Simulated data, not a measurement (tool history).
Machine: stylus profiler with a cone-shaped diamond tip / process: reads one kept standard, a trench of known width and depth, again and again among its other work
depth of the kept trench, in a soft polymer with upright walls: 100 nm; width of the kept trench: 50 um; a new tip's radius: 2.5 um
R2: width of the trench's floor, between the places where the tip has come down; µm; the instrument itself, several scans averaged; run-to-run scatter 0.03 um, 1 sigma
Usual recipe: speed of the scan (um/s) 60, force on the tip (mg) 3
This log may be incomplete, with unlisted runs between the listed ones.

Run 1, hour 0: usual settings. Result: depth of the trench (Å) 1008.2, R2 48.05 µm.
Run 2, hour 57.7: usual settings. Result: depth of the trench (Å) 1009.1, R2 47.98 µm.
Run 3, hour 116.1: usual settings. Result: depth of the trench (Å) 1007.8, R2 48.06 µm.
Run 4, hour 213: usual settings. Result: depth of the trench (Å) 1009, R2 48.02 µm.
Run 5, hour 272.3: usual settings. Result: depth of the trench (Å) 1010, R2 48.01 µm.
Run 6, hour 350.4: usual settings but force on the tip (mg) 2.46. Result: depth of the trench (Å) 1009.1, R2 48.02 µm.
Run 7, hour 444.5: usual settings but speed of the scan (um/s) 56. Result: depth of the trench (Å) 1011, R2 48.04 µm.
Run 8, hour 551.6: usual settings but speed of the scan (um/s) 27. Result: depth of the trench (Å) 1009.2, R2 48.01 µm.
Run 9, hour 641.9: usual settings but speed of the scan (um/s) 27. Result: depth of the trench (Å) 1010.2, R2 48.06 µm.
Run 10, hour 696: usual settings but speed of the scan (um/s) 27. Result: depth of the trench (Å) 1010, R2 48.08 µm.
Run 11, hour 796.3: usual settings but speed of the scan (um/s) 27. Result: depth of the trench (Å) 1010.3, R2 48.07 µm.
Run 12, hour 894.4: usual settings but speed of the scan (um/s) 46. Result: depth of the trench (Å) 1010.4, R2 47.97 µm.
Run 13, hour 961.8: usual settings but speed of the scan (um/s) 46. Result: depth of the trench (Å) 1010.6, R2 47.99 µm.
Run 14, hour 1021.6: usual settings. Result: depth of the trench (Å) 1009.3, R2 47.94 µm.
Run 15, hour 1128.2: usual settings. Result: depth of the trench (Å) 1011.1, R2 47.85 µm.
Run 16, hour 1226.8: usual settings but force on the tip (mg) 6.62. Result: depth of the trench (Å) 1016.9, R2 47.97 µm.
Run 17, hour 1274: usual settings but force on the tip (mg) 8.93. Result: depth of the trench (Å) 1018.4, R2 47.98 µm.
Run 18, hour 1355.7: usual settings but force on the tip (mg) 1.8. Result: depth of the trench (Å) 1008.2, R2 47.8 µm.
Run 19, hour 1406.8: usual settings but speed of the scan (um/s) 129, force on the tip (mg) 1.5. Result: depth of the trench (Å) 1008.9, R2 47.33 µm.
Run 20, hour 1505.6: usual settings but speed of the scan (um/s) 129, force on the tip (mg) 1.5. Result: depth of the trench (Å) 1009.2, R2 47.34 µm.
Run 21, hour 1551.7: usual settings but speed of the scan (um/s) 126, force on the tip (mg) 3.41. Result: depth of the trench (Å) 1012.2, R2 47.64 µm.
Run 22, hour 1655.3: usual settings but speed of the scan (um/s) 78, force on the tip (mg) 1.34. Result: depth of the trench (Å) 1007.6, R2 47.61 µm.
Run 23, hour 1741.2: usual settings but speed of the scan (um/s) 176. Result: depth of the trench (Å) 1011.5, R2 47.36 µm.
Run 24, hour 1799.7: usual settings but speed of the scan (um/s) 176. Result: depth of the trench (Å) 1012.6, R2 47.36 µm.
Run 25, hour 1884.5: usual settings but speed of the scan (um/s) 176. Result: depth of the trench (Å) 1010.8, R2 47.3 µm.
Run 26, hour 1938.5: usual settings but speed of the scan (um/s) 16, force on the tip (mg) 7.56. Result: depth of the trench (Å) 1019, R2 47.99 µm.
Run 27, hour 2023.2: usual settings but speed of the scan (um/s) 16, force on the tip (mg) 7.56. Result: depth of the trench (Å) 1017.3, R2 47.92 µm.
Run 28, hour 2135.6: usual settings but speed of the scan (um/s) 157, force on the tip (mg) 7.69. Result: depth of the trench (Å) 1017.4, R2 47.59 µm.
Run 29, hour 2227.1: usual settings but speed of the scan (um/s) 49, force on the tip (mg) 1.15. Result: depth of the trench (Å) 1009, R2 47.66 µm.
Run 30, hour 2286.7: usual settings but speed of the scan (um/s) 37, force on the tip (mg) 5.5. Result: depth of the trench (Å) 1016.5, R2 47.82 µm.

3 ways to go on from here, each from the tool as it stands after run 30. What would each give?
Run A, hour 2373.9: usual settings but speed of the scan (um/s) 105, force on the tip (mg) 4.67. Result: depth of the trench (Å) ?, R2 ?.
Run B, hour 2373.9: usual settings but speed of the scan (um/s) 108. Result: depth of the trench (Å) ?, R2 ?.
Run C, hour 2373.9: usual settings but speed of the scan (um/s) 37, force on the tip (mg) 1.1. Result: depth of the trench (Å) ?, R2 ?.

run  depth of the trench (Å)     R2
  A                   1014.8  47.62
  B                   1013.2  47.47
  C                   1009.3  47.68
Had the tool no hidden state, the same runs would have come out as:
run  depth of the trench (Å)     R2
  A                   1010.1  48.28
  B                   1008.5  48.13
  C                   1004.6  48.34

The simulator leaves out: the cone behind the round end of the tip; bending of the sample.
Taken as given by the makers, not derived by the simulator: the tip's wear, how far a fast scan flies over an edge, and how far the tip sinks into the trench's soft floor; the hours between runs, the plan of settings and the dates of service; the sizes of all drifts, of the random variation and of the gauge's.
